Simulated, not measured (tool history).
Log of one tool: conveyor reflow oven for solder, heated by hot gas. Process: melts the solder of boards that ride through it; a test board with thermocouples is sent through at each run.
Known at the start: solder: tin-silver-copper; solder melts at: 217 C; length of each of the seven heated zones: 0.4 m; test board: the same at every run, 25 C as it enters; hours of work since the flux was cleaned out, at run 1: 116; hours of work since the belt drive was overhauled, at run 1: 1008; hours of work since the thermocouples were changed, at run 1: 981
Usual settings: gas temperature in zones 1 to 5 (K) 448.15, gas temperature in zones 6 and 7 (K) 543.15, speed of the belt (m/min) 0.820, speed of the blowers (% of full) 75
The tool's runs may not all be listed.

| run | hour | gas temperature in zones 1 to 5 (K) | gas temperature in zones 6 and 7 (K) | speed of the belt (m/min) | speed of the blowers (% of full) | hours of work since the flux was cleaned out | hours of work since the belt drive was overhauled | hours of work since the thermocouples were changed | highest temperature of the board (K) | time above the solder's melting point (s) |
|---|---|---|---|---|---|---|---|---|---|---|
| 1 | 0.0 | 448.15 | 543.15 | 0.820 | 75 | 116 | 1008 | 981 | 527.25 | 44.5 |
| 2 | 40.3 | 448.15 | 543.15 | 0.820 | 75 | 139 | 1031 | 1003 | 526.75 | 44.9 |
| 3 | 80.6 | 448.15 | 543.15 | 0.820 | 54 | 161 | 1053 | 1025 | 519.85 | 38.2 |
| 4 | 129.6 | 448.15 | 543.15 | 0.820 | 54 | 188 | 1080 | 1052 | 519.45 | 38.4 |
|  | 149.5 | flux residue cleaned out of gas plates and filters |
| 5 | 162.3 | 448.15 | 543.15 | 0.820 | 74 | 7 | 1095 | 1068 | 526.55 | 44.7 |
| 6 | 214.0 | 448.15 | 543.15 | 0.820 | 52 | 36 | 1124 | 1097 | 518.55 | 38.3 |
| 7 | 255.3 | 448.15 | 543.15 | 0.820 | 75 | 59 | 1147 | 1119 | 527.15 | 44.3 |
| 8 | 296.6 | 448.15 | 543.15 | 0.820 | 75 | 82 | 1170 | 1142 | 526.85 | 44.3 |
| 9 | 333.2 | 448.15 | 543.15 | 0.820 | 75 | 102 | 1190 | 1163 | 526.85 | 44.8 |
| 10 | 376.5 | 448.15 | 543.15 | 0.820 | 75 | 126 | 1214 | 1187 | 527.75 | 45.0 |
| 11 | 408.8 | 448.15 | 543.15 | 0.820 | 75 | 144 | 1232 | 1205 | 527.55 | 45.7 |
|  | 419.8 | belt drive overhauled, speed set with a stopwatch |
| 12 | 439.1 | 448.15 | 543.15 | 0.820 | 75 | 158 | 11 | 1219 | 527.15 | 44.3 |
| 13 | 472.5 | 448.15 | 543.15 | 0.820 | 75 | 177 | 29 | 1238 | 526.65 | 44.8 |
|  | 514.3 | flux residue cleaned out of gas plates and filters |
| 14 | 534.0 | 448.15 | 543.15 | 0.820 | 75 | 11 | 61 | 1269 | 525.45 | 44.2 |
|  | 552.6 | thermocouples of zones 6 and 7 changed |
| 15 | 577.3 | 448.15 | 543.15 | 0.820 | 75 | 34 | 83 | 14 | 526.45 | 44.2 |
| 16 | 629.3 | 448.15 | 539.15 | 0.820 | 56 | 63 | 112 | 43 | 517.65 | 36.1 |
| 17 | 662.1 | 448.15 | 539.15 | 0.820 | 56 | 81 | 130 | 61 | 516.25 | 36.6 |
| 18 | 697.8 | 448.15 | 539.15 | 0.820 | 56 | 101 | 150 | 80 | 516.85 | 37.6 |
| 19 | 731.8 | 448.15 | 553.15 | 0.943 | 56 | 119 | 169 | 99 | 522.05 | 34.1 |
| 20 | 776.9 | 448.15 | 550.15 | 0.943 | 65 | 144 | 194 | 124 | 523.55 | 35.0 |
| 21 | 830.1 | 448.15 | 543.15 | 0.739 | 76 | 174 | 224 | 154 | 529.95 | 51.8 |
| 22 | 855.7 | 448.15 | 543.15 | 0.662 | 75 | 188 | 238 | 168 | 532.95 | 60.0 |
|  | 878.7 | flux residue cleaned out of gas plates and filters |
| 23 | 889.6 | 437.15 | 535.15 | 0.842 | 57 | 6 | 254 | 184 | 510.25 | 28.1 |
| 24 | 918.9 | 450.15 | 543.15 | 0.903 | 85 | 22 | 270 | 200 | 526.35 | 41.4 |
| 25 | 953.2 | 445.15 | 551.15 | 0.886 | 66 | 41 | 289 | 219 | 527.05 | 39.3 |
| 26 | 1000.0 | 451.15 | 531.15 | 0.820 | 75 | 67 | 315 | 245 | 516.65 | 39.4 |
| 27 | 1054.4 | 441.15 | 552.15 | 0.717 | 84 | 97 | 345 | 275 | 539.15 | 57.8 |

The next listed run, before its measurement:
| 28 | 1098.2 | 441.15 | 534.15 | 0.867 | 84 | 122 | 370 | 300 | ? | ? |

{"run 28": {"highest temperature of the board (K)": 517.85, "time above the solder's melting point (s)": 35.1}}
Without the tool's hidden state the same run would have given highest temperature of the board (K) 517.85, time above the solder's melting point (s) 35.0.
